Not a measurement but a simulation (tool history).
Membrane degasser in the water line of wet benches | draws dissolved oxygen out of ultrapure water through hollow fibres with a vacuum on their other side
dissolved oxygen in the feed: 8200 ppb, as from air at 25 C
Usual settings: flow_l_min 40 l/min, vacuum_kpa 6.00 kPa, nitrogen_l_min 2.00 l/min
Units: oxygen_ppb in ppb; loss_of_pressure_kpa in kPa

run 1 hour=0.0 | flow_l_min=40 vacuum_kpa=6.00 nitrogen_l_min=2.00 | oxygen_ppb=135.7 loss_of_pressure_kpa=61.82
-- hour=149.0 seals of the vacuum lines changed
run 2 hour=213.7 | flow_l_min=40 vacuum_kpa=6.00 nitrogen_l_min=2.00 | oxygen_ppb=136.8 loss_of_pressure_kpa=61.65
run 3 hour=458.5 | flow_l_min=40 vacuum_kpa=6.00 nitrogen_l_min=1.33 | oxygen_ppb=191.2 loss_of_pressure_kpa=61.97
run 4 hour=672.0 | flow_l_min=40 vacuum_kpa=4.07 nitrogen_l_min=1.33 | oxygen_ppb=72.2 loss_of_pressure_kpa=62.03
run 5 hour=908.8 | flow_l_min=40 vacuum_kpa=4.07 nitrogen_l_min=1.33 | oxygen_ppb=72.0 loss_of_pressure_kpa=61.69
run 6 hour=1106.6 | flow_l_min=40 vacuum_kpa=4.07 nitrogen_l_min=1.01 | oxygen_ppb=88.8 loss_of_pressure_kpa=61.84
run 7 hour=1316.1 | flow_l_min=40 vacuum_kpa=4.07 nitrogen_l_min=1.01 | oxygen_ppb=90.3 loss_of_pressure_kpa=62.02
run 8 hour=1520.6 | flow_l_min=40 vacuum_kpa=4.07 nitrogen_l_min=1.01 | oxygen_ppb=89.7 loss_of_pressure_kpa=62.43
run 9 hour=1697.6 | flow_l_min=40 vacuum_kpa=4.07 nitrogen_l_min=1.01 | oxygen_ppb=90.4 loss_of_pressure_kpa=62.48
run 10 hour=1882.5 | flow_l_min=40 vacuum_kpa=4.07 nitrogen_l_min=1.01 | oxygen_ppb=91.4 loss_of_pressure_kpa=62.29
run 11 hour=2075.6 | flow_l_min=40 vacuum_kpa=6.00 nitrogen_l_min=2.00 | oxygen_ppb=138.2 loss_of_pressure_kpa=62.16
run 12 hour=2286.7 | flow_l_min=40 vacuum_kpa=6.00 nitrogen_l_min=2.00 | oxygen_ppb=139.4 loss_of_pressure_kpa=62.33
run 13 hour=2476.6 | flow_l_min=40 vacuum_kpa=6.00 nitrogen_l_min=2.00 | oxygen_ppb=140.4 loss_of_pressure_kpa=62.47
run 14 hour=2613.3 | flow_l_min=41 vacuum_kpa=6.00 nitrogen_l_min=2.00 | oxygen_ppb=145.4 loss_of_pressure_kpa=63.91
run 15 hour=2750.8 | flow_l_min=41 vacuum_kpa=6.00 nitrogen_l_min=2.00 | oxygen_ppb=146.1 loss_of_pressure_kpa=63.99
run 16 hour=2922.9 | flow_l_min=40 vacuum_kpa=8.98 nitrogen_l_min=2.00 | oxygen_ppb=270.9 loss_of_pressure_kpa=62.36
run 17 hour=3045.8 | flow_l_min=40 vacuum_kpa=8.98 nitrogen_l_min=2.00 | oxygen_ppb=269.7 loss_of_pressure_kpa=62.60
run 18 hour=3315.5 | flow_l_min=40 vacuum_kpa=6.00 nitrogen_l_min=1.26 | oxygen_ppb=206.7 loss_of_pressure_kpa=62.31
-- hour=3527.3 vacuum gauge calibrated
run 19 hour=3530.4 | flow_l_min=33 vacuum_kpa=13.00 nitrogen_l_min=1.00 | oxygen_ppb=623.2 loss_of_pressure_kpa=52.03
run 20 hour=3658.0 | flow_l_min=57 vacuum_kpa=7.02 nitrogen_l_min=4.14 | oxygen_ppb=152.5 loss_of_pressure_kpa=89.57
run 21 hour=3875.8 | flow_l_min=40 vacuum_kpa=5.61 nitrogen_l_min=2.02 | oxygen_ppb=112.3 loss_of_pressure_kpa=62.77
run 22 hour=4119.8 | flow_l_min=40 vacuum_kpa=5.61 nitrogen_l_min=2.02 | oxygen_ppb=113.5 loss_of_pressure_kpa=62.96
run 23 hour=4234.9 | flow_l_min=36 vacuum_kpa=6.00 nitrogen_l_min=2.00 | oxygen_ppb=118.5 loss_of_pressure_kpa=56.46
run 24 hour=4356.3 | flow_l_min=47 vacuum_kpa=4.65 nitrogen_l_min=4.02 | oxygen_ppb=56.1 loss_of_pressure_kpa=73.88
run 25 hour=4597.1 | flow_l_min=24 vacuum_kpa=7.27 nitrogen_l_min=2.47 | oxygen_ppb=93.7 loss_of_pressure_kpa=38.02
run 26 hour=4810.4 | flow_l_min=24 vacuum_kpa=7.27 nitrogen_l_min=2.47 | oxygen_ppb=93.9 loss_of_pressure_kpa=37.94
run 27 hour=4962.0 | flow_l_min=26 vacuum_kpa=9.10 nitrogen_l_min=5.68 | oxygen_ppb=68.2 loss_of_pressure_kpa=40.84
run 28 hour=5144.0 | flow_l_min=27 vacuum_kpa=8.64 nitrogen_l_min=1.83 | oxygen_ppb=184.6 loss_of_pressure_kpa=42.70
run 29 hour=5366.3 | flow_l_min=27 vacuum_kpa=8.64 nitrogen_l_min=1.83 | oxygen_ppb=184.2 loss_of_pressure_kpa=42.74
run 30 hour=5627.6 | flow_l_min=28 vacuum_kpa=10.22 nitrogen_l_min=4.00 | oxygen_ppb=120.1 loss_of_pressure_kpa=44.36
run 31 hour=5855.9 | flow_l_min=28 vacuum_kpa=10.22 nitrogen_l_min=4.00 | oxygen_ppb=121.9 loss_of_pressure_kpa=44.29
run 32 hour=6117.3 | flow_l_min=43 vacuum_kpa=13.56 nitrogen_l_min=4.00 | oxygen_ppb=275.7 loss_of_pressure_kpa=68.12

3 ways to go on from here, each from the tool as it stands after run 32. What would each give?
run A hour=6337.3 | flow_l_min=40 vacuum_kpa=13.57 nitrogen_l_min=0.92 | oxygen_ppb=? loss_of_pressure_kpa=?
run B hour=6337.3 | flow_l_min=28 vacuum_kpa=13.04 nitrogen_l_min=4.00 | oxygen_ppb=? loss_of_pressure_kpa=?
run C hour=6337.3 | flow_l_min=25 vacuum_kpa=13.56 nitrogen_l_min=3.41 | oxygen_ppb=? loss_of_pressure_kpa=?

run=A oxygen_ppb=833.8 loss_of_pressure_kpa=63.53
run=B oxygen_ppb=166.6 loss_of_pressure_kpa=44.51
run=C oxygen_ppb=183.1 loss_of_pressure_kpa=39.56
Without the tool's hidden state the same runs would have given:
run=A oxygen_ppb=824.9 loss_of_pressure_kpa=58.75
run=B oxygen_ppb=162.8 loss_of_pressure_kpa=41.16
run=C oxygen_ppb=179.2 loss_of_pressure_kpa=36.59
